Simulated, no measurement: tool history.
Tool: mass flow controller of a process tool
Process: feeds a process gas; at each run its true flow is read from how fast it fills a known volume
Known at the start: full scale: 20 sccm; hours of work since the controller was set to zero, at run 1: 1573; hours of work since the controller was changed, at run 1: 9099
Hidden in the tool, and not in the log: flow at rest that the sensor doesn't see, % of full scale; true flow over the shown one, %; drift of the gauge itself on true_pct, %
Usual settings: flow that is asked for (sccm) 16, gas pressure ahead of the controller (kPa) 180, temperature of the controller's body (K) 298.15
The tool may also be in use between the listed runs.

run	hour	flow that is asked for (sccm)	gas pressure ahead of the controller (kPa)	temperature of the controller's body (K)	hours of work since the controller was set to zero	hours of work since the controller was changed	true flow (%)
1	0.0	16	180	298.15	1573	9099	99.25
2	353.6	16	180	298.15	1854	9379	99.34
3	636.3	16	180	298.15	2078	9603	99.31
4	874.9	16	180	298.15	2267	9792	99.21
5	1184.4	16	180	298.15	2512	10037	99.43
6	1524.6	16	180	298.15	2782	10307	99.26
7	1818.3	16	180	298.15	3014	10540	99.39
8	1997.2	16	180	298.15	3156	10682	99.34
9	2240.5	16	209	298.15	3349	10874	99.56
10	2436.8	16	209	298.15	3505	11030	99.49
11	2627.6	16	180	293.15	3656	11181	98.83
# hour 2794.1: controller exchanged for a calibrated one
12	2998.5	16	180	293.15	162	162	98.92
13	3376.4	6	147	299.15	462	462	97.80
14	3565.7	16	159	298.15	612	612	99.15
15	3827.7	16	159	298.15	819	819	99.23
16	4167.9	16	180	308.15	1089	1089	100.18
17	4530.5	17	217	296.15	1376	1376	99.55
18	4763.0	17	217	296.15	1560	1560	99.42
19	5035.9	3	180	304.15	1777	1777	98.13
20	5244.9	16	216	298.15	1942	1942	99.63
21	5511.9	16	216	298.15	2154	2154	99.66
22	5799.9	16	164	298.15	2382	2382	99.20
23	6173.2	16	164	298.15	2678	2678	99.19
24	6387.9	16	180	300.15	2848	2848	99.50

Hidden state at the last listed run before each entry between runs and at the first one after, where it differs:
Between runs 11 and 12: controller exchanged for a calibrated one (hour 2794.1)
  flow at rest that the sensor doesn't see, % of full scale: 0.002 -> 0; true flow over the shown one, %: 0.01 -> 0

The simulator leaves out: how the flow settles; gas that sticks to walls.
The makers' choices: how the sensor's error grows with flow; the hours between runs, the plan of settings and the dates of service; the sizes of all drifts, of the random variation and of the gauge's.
